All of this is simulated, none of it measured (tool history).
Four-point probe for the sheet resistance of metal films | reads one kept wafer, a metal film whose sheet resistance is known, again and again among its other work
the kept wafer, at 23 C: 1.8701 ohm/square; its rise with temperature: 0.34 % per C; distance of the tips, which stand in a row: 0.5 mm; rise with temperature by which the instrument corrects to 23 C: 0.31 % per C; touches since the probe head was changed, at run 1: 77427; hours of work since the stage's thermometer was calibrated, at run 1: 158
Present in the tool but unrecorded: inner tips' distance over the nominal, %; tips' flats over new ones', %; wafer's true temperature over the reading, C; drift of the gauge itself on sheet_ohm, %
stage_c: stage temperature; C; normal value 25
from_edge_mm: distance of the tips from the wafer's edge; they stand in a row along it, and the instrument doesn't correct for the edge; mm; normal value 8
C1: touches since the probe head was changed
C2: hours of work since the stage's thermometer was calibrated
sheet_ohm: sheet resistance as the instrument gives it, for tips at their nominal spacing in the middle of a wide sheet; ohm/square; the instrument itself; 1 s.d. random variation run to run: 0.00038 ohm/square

run 1 hour=0.0 | stage_c=25 from_edge_mm=8 | C1=77427 C2=158 | sheet_ohm=1.863683
run 2 hour=30.5 | stage_c=25 from_edge_mm=10 | C1=78950 C2=182 | sheet_ohm=1.861783
run 3 hour=50.9 | stage_c=25 from_edge_mm=10 | C1=79970 C2=198 | sheet_ohm=1.861736
run 4 hour=81.1 | stage_c=25 from_edge_mm=39 | C1=81481 C2=221 | sheet_ohm=1.859348
run 5 hour=113.1 | stage_c=25 from_edge_mm=39 | C1=83082 C2=246 | sheet_ohm=1.859691
run 6 hour=151.2 | stage_c=25 from_edge_mm=39 | C1=84987 C2=276 | sheet_ohm=1.858701
run 7 hour=177.0 | stage_c=25 from_edge_mm=39 | C1=86277 C2=296 | sheet_ohm=1.858701
run 8 hour=215.2 | stage_c=25 from_edge_mm=8 | C1=88187 C2=326 | sheet_ohm=1.861516
run 9 hour=239.8 | stage_c=25 from_edge_mm=4 | C1=89416 C2=345 | sheet_ohm=1.873521
run 10 hour=263.0 | stage_c=25 from_edge_mm=8 | C1=90574 C2=364 | sheet_ohm=1.861822
run 11 hour=294.4 | stage_c=25 from_edge_mm=8 | C1=92143 C2=388 | sheet_ohm=1.861158
run 12 hour=324.7 | stage_c=34 from_edge_mm=8 | C1=93659 C2=412 | sheet_ohm=1.866475
run 13 hour=354.6 | stage_c=34 from_edge_mm=8 | C1=95151 C2=435 | sheet_ohm=1.865644
run 14 hour=382.9 | stage_c=34 from_edge_mm=8 | C1=96567 C2=457 | sheet_ohm=1.865465
-- hour=392.7 new probe head fitted
run 15 hour=426.6 | stage_c=34 from_edge_mm=8 | C1=1697 C2=491 | sheet_ohm=1.876166
run 16 hour=459.3 | stage_c=28 from_edge_mm=59 | C1=3333 C2=516 | sheet_ohm=1.870070
run 17 hour=486.7 | stage_c=25 from_edge_mm=61 | C1=4699 C2=538 | sheet_ohm=1.868150
run 18 hour=518.6 | stage_c=20 from_edge_mm=38 | C1=6294 C2=563 | sheet_ohm=1.864629
run 19 hour=553.0 | stage_c=20 from_edge_mm=38 | C1=8017 C2=590 | sheet_ohm=1.864805
run 20 hour=595.9 | stage_c=25 from_edge_mm=15 | C1=10159 C2=623 | sheet_ohm=1.867873
run 21 hour=634.4 | stage_c=25 from_edge_mm=15 | C1=12086 C2=653 | sheet_ohm=1.867713
run 22 hour=654.4 | stage_c=25 from_edge_mm=15 | C1=13086 C2=669 | sheet_ohm=1.867779
run 23 hour=682.2 | stage_c=25 from_edge_mm=15 | C1=14474 C2=691 | sheet_ohm=1.867210
run 24 hour=704.0 | stage_c=25 from_edge_mm=15 | C1=15562 C2=708 | sheet_ohm=1.867241
run 25 hour=745.1 | stage_c=25 from_edge_mm=70 | C1=17619 C2=740 | sheet_ohm=1.865241
run 26 hour=788.3 | stage_c=22 from_edge_mm=72 | C1=19778 C2=774 | sheet_ohm=1.863343
run 27 hour=828.6 | stage_c=20 from_edge_mm=42 | C1=21794 C2=805 | sheet_ohm=1.862819
run 28 hour=858.5 | stage_c=24 from_edge_mm=8 | C1=23288 C2=829 | sheet_ohm=1.868401
run 29 hour=882.0 | stage_c=24 from_edge_mm=8 | C1=24459 C2=847 | sheet_ohm=1.867457

For each entry between runs, how does the tool's hidden state at the last listed run before it compare with that at the first listed run after it?
Logged between run 14 and run 15: new probe head fitted (hour 392.7)
  inner tips' distance over the nominal, %: -0.666 -> -0.092; tips' flats over new ones', %: 136 -> 2; wafer's true temperature over the reading, C: -0.17 -> -0.18
  difference, measured minus the result without the unlogged condition, sheet_ohm: -0.014550 -> -0.002932 ohm/square
